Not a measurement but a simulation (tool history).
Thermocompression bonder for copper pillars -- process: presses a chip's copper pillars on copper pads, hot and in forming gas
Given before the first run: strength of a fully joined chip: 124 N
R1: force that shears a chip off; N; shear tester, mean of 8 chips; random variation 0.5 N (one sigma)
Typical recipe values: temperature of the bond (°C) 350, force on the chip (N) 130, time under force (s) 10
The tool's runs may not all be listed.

{"run": 1, "hour": 0.0, "temperature of the bond (°C)": 350, "force on the chip (N)": 130, "time under force (s)": 10, "R1": 77.7}
{"run": 2, "hour": 15.8, "temperature of the bond (°C)": 350, "force on the chip (N)": 130, "time under force (s)": 10, "R1": 78.2}
{"run": 3, "hour": 31.4, "temperature of the bond (°C)": 350, "force on the chip (N)": 130, "time under force (s)": 10, "R1": 78.6}
{"run": 4, "hour": 42.2, "temperature of the bond (°C)": 366, "force on the chip (N)": 130, "time under force (s)": 10, "R1": 83.8}
{"run": 5, "hour": 49.4, "temperature of the bond (°C)": 366, "force on the chip (N)": 130, "time under force (s)": 10, "R1": 83.2}
{"run": 6, "hour": 66.4, "temperature of the bond (°C)": 364, "force on the chip (N)": 130, "time under force (s)": 10, "R1": 82.8}
{"run": 7, "hour": 83.4, "temperature of the bond (°C)": 350, "force on the chip (N)": 130, "time under force (s)": 8, "R1": 72.1}
{"run": 8, "hour": 99.2, "temperature of the bond (°C)": 350, "force on the chip (N)": 130, "time under force (s)": 8, "R1": 73}
{"run": 9, "hour": 114.9, "temperature of the bond (°C)": 350, "force on the chip (N)": 130, "time under force (s)": 16, "R1": 85.4}
{"hour": 119.5, "done": "forming gas filter changed"}
{"run": 10, "hour": 130.9, "temperature of the bond (°C)": 350, "force on the chip (N)": 130, "time under force (s)": 10, "R1": 85.2}
{"run": 11, "hour": 140.8, "temperature of the bond (°C)": 380, "force on the chip (N)": 130, "time under force (s)": 10, "R1": 97}
{"run": 12, "hour": 157.4, "temperature of the bond (°C)": 380, "force on the chip (N)": 130, "time under force (s)": 10, "R1": 96.4}
{"run": 13, "hour": 172.4, "temperature of the bond (°C)": 350, "force on the chip (N)": 130, "time under force (s)": 23, "R1": 101.9}
{"run": 14, "hour": 183.4, "temperature of the bond (°C)": 350, "force on the chip (N)": 130, "time under force (s)": 23, "R1": 101.2}
{"run": 15, "hour": 195.6, "temperature of the bond (°C)": 350, "force on the chip (N)": 94, "time under force (s)": 10, "R1": 64.7}
{"run": 16, "hour": 207.6, "temperature of the bond (°C)": 335, "force on the chip (N)": 135, "time under force (s)": 9, "R1": 77.3}
{"run": 17, "hour": 220.5, "temperature of the bond (°C)": 364, "force on the chip (N)": 137, "time under force (s)": 9, "R1": 89.9}
{"run": 18, "hour": 231.2, "temperature of the bond (°C)": 351, "force on the chip (N)": 83, "time under force (s)": 11, "R1": 58.8}
{"run": 19, "hour": 243.1, "temperature of the bond (°C)": 333, "force on the chip (N)": 83, "time under force (s)": 10, "R1": 50}
{"run": 20, "hour": 251.1, "temperature of the bond (°C)": 333, "force on the chip (N)": 83, "time under force (s)": 10, "R1": 50.1}
{"run": 21, "hour": 268.3, "temperature of the bond (°C)": 328, "force on the chip (N)": 83, "time under force (s)": 11, "R1": 49.8}
{"run": 22, "hour": 279.2, "temperature of the bond (°C)": 360, "force on the chip (N)": 100, "time under force (s)": 7, "R1": 62.7}

Expected results for the next run?
{"run": 23, "hour": 289.2, "temperature of the bond (°C)": 340, "force on the chip (N)": 109, "time under force (s)": 5, "R1": "?"}

Logged for run 23: R1 53 N.
Take away the tool's hidden state, keep the run-to-run variation as it was, and the same run would have given R1 57.2 N.

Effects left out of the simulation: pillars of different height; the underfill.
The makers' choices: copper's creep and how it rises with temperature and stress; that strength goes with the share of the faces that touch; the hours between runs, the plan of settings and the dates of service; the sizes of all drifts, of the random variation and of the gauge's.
